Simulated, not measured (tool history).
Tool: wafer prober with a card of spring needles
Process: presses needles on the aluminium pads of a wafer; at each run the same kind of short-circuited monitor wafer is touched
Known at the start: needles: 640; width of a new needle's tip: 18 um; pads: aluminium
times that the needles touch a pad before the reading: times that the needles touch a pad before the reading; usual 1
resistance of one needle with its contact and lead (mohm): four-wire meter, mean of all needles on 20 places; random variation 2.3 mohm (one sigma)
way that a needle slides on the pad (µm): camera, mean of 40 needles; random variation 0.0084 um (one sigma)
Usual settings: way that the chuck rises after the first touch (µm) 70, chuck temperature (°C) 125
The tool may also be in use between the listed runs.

run,hour,way that the chuck rises after the first touch (µm),chuck temperature (°C),times that the needles touch a pad before the reading,resistance of one needle with its contact and lead (mohm),way that a needle slides on the pad (µm)
1,0,70,125,1,261,18.316
# hour 9.8: tips cleaned on abrasive film
2,13.4,70,125,1,257,18.334
3,39.4,70,125,1,257,18.338
# hour 42.1: tips cleaned on abrasive film
4,53.6,70,125,1,254,18.371
5,67.1,70,125,1,255,18.367
# hour 73.9: tips cleaned on abrasive film
6,87.9,70,125,1,255,18.375
# hour 104.9: tips cleaned on abrasive film
# hour 109.9: height of the first contact set anew
7,115.4,70,125,1,250,18.391
# hour 136.4: tips cleaned on abrasive film
8,136.4,70,125,1,254,18.403
9,157.5,70,125,1,254,18.417
# hour 168.6: tips cleaned on abrasive film
10,179.1,65,125,1,260,17.115
11,196.5,65,125,1,257,17.11
# hour 200.6: tips cleaned on abrasive film
12,219.4,65,125,1,261,17.139
# hour 232.9: tips cleaned on abrasive film
13,248.1,67,35,1,237,17.677
# hour 264.1: tips cleaned on abrasive film
14,269.8,67,35,1,234,17.697
15,284.7,67,35,1,236,17.716
# hour 295.7: tips cleaned on abrasive film
16,305.6,67,35,1,231,17.735
# hour 328.4: tips cleaned on abrasive film
17,331.1,73,45,1,231,19.321
18,348,73,45,1,235,19.335
# hour 361: tips cleaned on abrasive film
19,368.1,73,45,1,237,19.343
# hour 381.8: gauge calibrated
# hour 391.8: tips cleaned on abrasive film
20,394.6,73,45,1,234,19.107
# hour 402.9: height of the first contact set anew
21,414.1,70,48,1,232,18.349
# hour 423.9: tips cleaned on abrasive film
22,426.7,70,48,1,237,18.342
23,442.6,70,112,1,252,18.361

Forecast each of these 3 alternatives for the next run:
# hour 454.6: tips cleaned on abrasive film
A,461.3,72,25,1,?,?
# hour 454.6: tips cleaned on abrasive film
B,461.3,58,41,1,?,?
# hour 454.6: tips cleaned on abrasive film
C,461.3,70,112,1,?,?

run,resistance of one needle with its contact and lead (mohm),way that a needle slides on the pad (µm)
A,230,18.902
B,237,15.218
C,254,18.358
Without the tool's hidden state the same runs would have given:
run,resistance of one needle with its contact and lead (mohm),way that a needle slides on the pad (µm)
A,230,18.851
B,236,15.177
C,254,18.308
